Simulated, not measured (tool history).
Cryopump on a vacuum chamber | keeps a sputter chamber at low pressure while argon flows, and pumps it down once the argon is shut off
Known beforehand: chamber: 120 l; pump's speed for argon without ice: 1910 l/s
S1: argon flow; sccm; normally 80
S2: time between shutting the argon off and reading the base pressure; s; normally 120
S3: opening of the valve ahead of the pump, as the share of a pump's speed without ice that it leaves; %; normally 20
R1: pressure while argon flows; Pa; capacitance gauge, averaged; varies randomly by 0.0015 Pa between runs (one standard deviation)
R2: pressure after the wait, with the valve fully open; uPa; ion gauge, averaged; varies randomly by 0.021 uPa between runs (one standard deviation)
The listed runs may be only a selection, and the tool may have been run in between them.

Run 1, hour 0: usual settings. Result: R1 0.3548 Pa, R2 0.62 uPa.
Run 2, hour 43.3: usual settings but S3 16 %. Result: R1 0.4458 Pa, R2 0.65 uPa.
Run 3, hour 71: usual settings but S3 16 %. Result: R1 0.4464 Pa, R2 0.73 uPa.
Run 4, hour 94.4: usual settings but S1 91 sccm. Result: R1 0.405 Pa, R2 0.73 uPa.
Run 5, hour 122.1: usual settings but S1 91 sccm. Result: R1 0.408 Pa, R2 0.71 uPa.
Run 6, hour 165.8: usual settings but S1 91 sccm. Result: R1 0.4103 Pa, R2 0.76 uPa.
Run 7, hour 186.9: usual settings but S2 73 s. Result: R1 0.3618 Pa, R2 1.06 uPa.
Run 8, hour 224.5: usual settings but S2 73 s. Result: R1 0.362 Pa, R2 1.06 uPa.
Run 9, hour 257.9: usual settings. Result: R1 0.3626 Pa, R2 0.92 uPa.
Run 10, hour 278.6: usual settings but S2 98 s. Result: R1 0.3611 Pa, R2 1 uPa.
Run 11, hour 323.4: usual settings. Result: R1 0.3669 Pa, R2 0.98 uPa.
Run 12, hour 352.8: usual settings. Result: R1 0.3668 Pa, R2 1.04 uPa.
Run 13, hour 382: usual settings but S3 50 %. Result: R1 0.1563 Pa, R2 1 uPa.
Run 14, hour 422.4: usual settings. Result: R1 0.3705 Pa, R2 1.07 uPa.
Run 15, hour 454.5: usual settings. Result: R1 0.3737 Pa, R2 1.12 uPa.
Run 16, hour 498.1: usual settings but S2 210 s. Result: R1 0.3742 Pa, R2 0.99 uPa.
Run 17, hour 518.3: usual settings but S1 107 sccm. Result: R1 0.5009 Pa, R2 1.18 uPa.
Run 18, hour 541.8: usual settings. Result: R1 0.3761 Pa, R2 1.17 uPa.
Run 19, hour 564.7: usual settings but S1 125 sccm, S2 219 s. Result: R1 0.5871 Pa, R2 1.07 uPa.
Run 20, hour 609: usual settings but S1 125 sccm, S2 150 s, S3 29 %. Result: R1 0.4163 Pa, R2 1.21 uPa.
Run 21, hour 639.2: usual settings but S1 63 sccm, S2 150 s, S3 22 %. Result: R1 0.2735 Pa, R2 1.25 uPa.
Run 22, hour 676.6: usual settings but S1 63 sccm, S2 39 s, S3 39 %. Result: R1 0.1645 Pa, R2 2.22 uPa.
Run 23, hour 703.4: usual settings but S1 63 sccm, S2 39 s, S3 39 %. Result: R1 0.1648 Pa, R2 2.2 uPa.
Run 24, hour 747.9: usual settings but S2 119 s, S3 31 %. Result: R1 0.2607 Pa, R2 1.52 uPa.
Run 25, hour 774.1: usual settings but S2 119 s, S3 31 %. Result: R1 0.2606 Pa, R2 1.56 uPa.
Run 26, hour 824.1: usual settings but S2 47 s, S3 41 %. Result: R1 0.1755 Pa, R2 1.8 uPa.
Run 27, hour 860.6: usual settings but S2 47 s, S3 41 %. Result: R1 0.1746 Pa, R2 1.82 uPa.
Run 28, hour 903.9: usual settings but S2 47 s, S3 41 %. Result: R1 0.1766 Pa, R2 1.86 uPa.
Run 29, hour 924.5: usual settings but S2 47 s, S3 36 %. Result: R1 0.2007 Pa, R2 1.89 uPa.
Run 30, hour 959.8: usual settings but S1 43 sccm, S2 143 s. Result: R1 0.1929 Pa, R2 1.36 uPa.
Run 31, hour 983.7: usual settings but S2 42 s, S3 30 %. Result: R1 0.2432 Pa, R2 2.09 uPa.
Run 32, hour 1002.3: usual settings but S2 42 s, S3 43 %. Result: R1 0.1703 Pa, R2 2.14 uPa.
Run 33, hour 1027: usual settings but S1 45 sccm, S2 268 s, S3 55 %. Result: R1 0.0762 Pa, R2 1.23 uPa.
Run 34, hour 1051.3: usual settings but S3 37 %. Result: R1 0.1992 Pa, R2 1.47 uPa.
Run 35, hour 1073.3: usual settings but S1 34 sccm, S2 37 s, S3 25 %. Result: R1 0.1247 Pa, R2 2.34 uPa.

Not shown: 1 entry that the log had between the listed runs. Between which runs, and how does the tool's hidden state differ before and after?
Between runs 25 and 26: pump warmed up, emptied and cooled again (hour 810)
  pump's speed, % of a pump's without ice: 69 -> 98.9; cold plate's temperature, K: 12.28 -> 12.29; leak into the chamber, uPa l/s: 1558 -> 1611
  difference, measured minus the result without the unlogged condition, R1: +0.0323 -> +0.0013 Pa; R2: +1.03 -> +0.71 uPa
